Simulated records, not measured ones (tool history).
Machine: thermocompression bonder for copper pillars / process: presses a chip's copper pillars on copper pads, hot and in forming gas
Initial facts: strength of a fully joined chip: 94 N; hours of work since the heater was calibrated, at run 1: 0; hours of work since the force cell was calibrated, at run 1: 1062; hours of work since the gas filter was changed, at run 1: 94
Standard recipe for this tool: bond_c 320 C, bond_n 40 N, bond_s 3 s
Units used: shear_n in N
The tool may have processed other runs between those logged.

run	day	bond_c	bond_n	bond_s	hours of work since the heater was calibrated	hours of work since the force cell was calibrated	hours of work since the gas filter was changed	shear_n
1	0.000	320	40	3	0	1062	94	50.2
2	2.046	320	40	3	30	1092	124	49.5
3	3.342	347	40	3	48	1110	143	63.4
4	4.679	347	40	3	68	1130	162	62.8
5	7.033	320	40	3	102	1164	196	49.0
6	8.858	320	40	2	129	1190	223	42.0
7	11.521	320	40	7	167	1229	261	61.6

Predict the results of run 8:
8	13.021	320	36	4	189	1251	283	?

Run 8 measured shear_n 46.9 N.
On a tool with no hidden condition, and with the same random variation, this run would have come out at shear_n 49.0 N.
